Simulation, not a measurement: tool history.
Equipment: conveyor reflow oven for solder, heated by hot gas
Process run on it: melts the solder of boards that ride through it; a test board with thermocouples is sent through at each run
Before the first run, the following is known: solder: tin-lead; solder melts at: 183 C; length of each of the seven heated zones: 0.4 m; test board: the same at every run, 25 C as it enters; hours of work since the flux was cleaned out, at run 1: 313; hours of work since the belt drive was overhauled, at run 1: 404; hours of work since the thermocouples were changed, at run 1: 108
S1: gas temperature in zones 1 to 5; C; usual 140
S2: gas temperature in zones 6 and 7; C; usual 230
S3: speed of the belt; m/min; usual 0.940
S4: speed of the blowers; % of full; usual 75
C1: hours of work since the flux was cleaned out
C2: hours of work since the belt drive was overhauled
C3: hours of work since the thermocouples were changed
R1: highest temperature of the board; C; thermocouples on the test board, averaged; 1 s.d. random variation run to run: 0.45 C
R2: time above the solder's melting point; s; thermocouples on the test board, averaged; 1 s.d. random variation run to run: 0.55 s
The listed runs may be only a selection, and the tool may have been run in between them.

Run 1, day 0.000: usual settings; C1 313; C2 404; C3 108. Result: R1 209.3 C, R2 32.8 s.
Run 2, day 0.333: usual settings; C1 316; C2 407; C3 111. Result: R1 208.5 C, R2 32.7 s.
Run 3, day 0.783: usual settings; C1 321; C2 412; C3 115. Result: R1 208.5 C, R2 33.4 s.
Run 4, day 1.175: usual settings; C1 325; C2 416; C3 119. Result: R1 208.9 C, R2 33.8 s.
Run 5, day 1.425: usual settings but S3 0.839 m/min; C1 327; C2 418; C3 122. Result: R1 212.4 C, R2 41.0 s.
Run 6, day 1.742: usual settings but S3 0.839 m/min; C1 330; C2 421; C3 125. Result: R1 211.2 C, R2 41.1 s.
Run 7, day 1.962: usual settings but S3 0.839 m/min; C1 332; C2 424; C3 127. Result: R1 212.9 C, R2 40.2 s.
Run 8, day 2.238: usual settings but S3 0.839 m/min; C1 335; C2 426; C3 130. Result: R1 212.2 C, R2 41.5 s.
Run 9, day 2.692: usual settings; C1 340; C2 431; C3 134. Result: R1 208.4 C, R2 32.3 s.
Run 10, day 3.008: usual settings; C1 343; C2 434; C3 137. Result: R1 208.8 C, R2 33.2 s.
Run 11, day 3.354: usual settings but S2 242 C; C1 346; C2 437; C3 141. Result: R1 218.3 C, R2 38.4 s.
Run 12, day 3.538: usual settings but S2 242 C; C1 348; C2 439; C3 143. Result: R1 218.3 C, R2 39.0 s.
Run 13, day 3.825: usual settings but S1 135 C, S2 242 C; C1 351; C2 442; C3 146. Result: R1 216.4 C, R2 36.9 s.
Run 14, day 4.092: usual settings but S2 245 C; C1 353; C2 445; C3 148. Result: R1 221.6 C, R2 40.3 s.
Run 15, day 4.492: usual settings; C1 357; C2 449; C3 152. Result: R1 208.8 C, R2 33.1 s.
Run 16, day 4.925: usual settings but S3 0.973 m/min; C1 362; C2 453; C3 156. Result: R1 207.8 C, R2 31.4 s.
Run 17, day 5.312: usual settings but S1 143 C, S3 0.838 m/min; C1 366; C2 457; C3 160. Result: R1 213.0 C, R2 40.8 s.
Run 18, day 5.654: usual settings but S1 143 C, S2 234 C, S3 0.788 m/min, S4 58 % of full; C1 369; C2 460; C3 164. Result: R1 214.1 C, R2 44.4 s.
Run 19, day 5.862: usual settings but S1 143 C, S2 234 C, S3 0.788 m/min, S4 58 % of full; C1 371; C2 462; C3 166. Result: R1 213.4 C, R2 44.9 s.
Run 20, day 6.117: usual settings but S1 143 C, S2 234 C, S3 0.788 m/min, S4 58 % of full; C1 374; C2 465; C3 168. Result: R1 214.0 C, R2 43.3 s.
Run 21, day 6.525: usual settings but S2 236 C, S3 0.762 m/min, S4 78 % of full; C1 378; C2 469; C3 172. Result: R1 220.4 C, R2 49.0 s.
Run 22, day 6.792: usual settings but S1 151 C, S2 219 C, S3 0.974 m/min, S4 86 % of full; C1 380; C2 471; C3 175. Result: R1 203.1 C, R2 30.1 s.
Run 23, day 7.242: usual settings but S1 151 C, S2 219 C, S3 0.974 m/min, S4 86 % of full; C1 385; C2 476; C3 179. Result: R1 202.0 C, R2 31.5 s.
Run 24, day 7.604: usual settings but S1 151 C, S2 219 C, S3 0.998 m/min, S4 71 % of full; C1 388; C2 479; C3 183. Result: R1 198.7 C, R2 26.1 s.
Run 25, day 7.796: usual settings but S1 151 C, S2 219 C, S3 0.998 m/min, S4 71 % of full; C1 390; C2 481; C3 185. Result: R1 199.4 C, R2 25.3 s.
Run 26, day 8.212: usual settings but S1 151 C, S2 219 C, S3 0.998 m/min, S4 71 % of full; C1 394; C2 485; C3 189. Result: R1 198.0 C, R2 25.7 s.
Run 27, day 8.662: usual settings but S1 133 C, S2 239 C, S3 0.778 m/min, S4 55 % of full; C1 399; C2 490; C3 193. Result: R1 215.5 C, R2 42.9 s.
At day 9.017: flux residue cleaned out of gas plates and filters.
Run 28, day 9.088: usual settings but S1 133 C, S2 224 C, S3 1.080 m/min, S4 55 % of full; C1 1; C2 492; C3 196. Result: R1 194.1 C, R2 15.8 s.
Run 29, day 9.483: usual settings but S1 133 C, S2 224 C, S3 1.080 m/min, S4 55 % of full; C1 5; C2 496; C3 199. Result: R1 194.4 C, R2 14.9 s.
Run 30, day 9.875: usual settings but S1 137 C, S2 231 C, S3 0.777 m/min, S4 68 % of full; C1 9; C2 500; C3 203. Result: R1 216.5 C, R2 47.2 s.

Below, each run's measurement less what the same run would have read without the hidden state. Both values contain the same run-to-run variation, but the gauge's scatter may not be the same in both:
The tool's hidden condition here consists of: heat that the gas passes to the board, % of a clean oven's; belt's true speed, % of the reading; true gas temperature in zones 6 and 7 over the reading, C; drift of the gauge itself on peak_c, C; drift of the gauge itself on liquid_s, %.
run    R1    R2
  1  -4.4  -3.3
  2  -4.5  -3.3
  3  -4.5  -3.3
  4  -4.6  -3.4
  5  -4.3  -3.0
  6  -4.3  -3.1
  7  -4.3  -3.1
  8  -4.4  -3.2
  9  -4.8  -3.6
 10  -4.9  -3.6
 11  -5.4  -2.8
 12  -5.4  -2.8
 13  -5.6  -3.1
 14  -5.6  -2.6
 15  -5.1  -3.7
 16  -5.3  -4.0
 17  -4.6  -3.2
 18  -4.3  -3.1
 19  -4.3  -3.0
 20  -4.3  -3.0
 21  -4.7  -2.6
 22  -4.6  -4.3
 23  -4.7  -4.4
 24  -4.8  -5.0
 25  -4.8  -5.0
 26  -4.8  -5.0
 27  -5.0  -3.5
 28  -1.0  -0.8
 29  -1.0  -0.9
 30  -1.2  -0.5

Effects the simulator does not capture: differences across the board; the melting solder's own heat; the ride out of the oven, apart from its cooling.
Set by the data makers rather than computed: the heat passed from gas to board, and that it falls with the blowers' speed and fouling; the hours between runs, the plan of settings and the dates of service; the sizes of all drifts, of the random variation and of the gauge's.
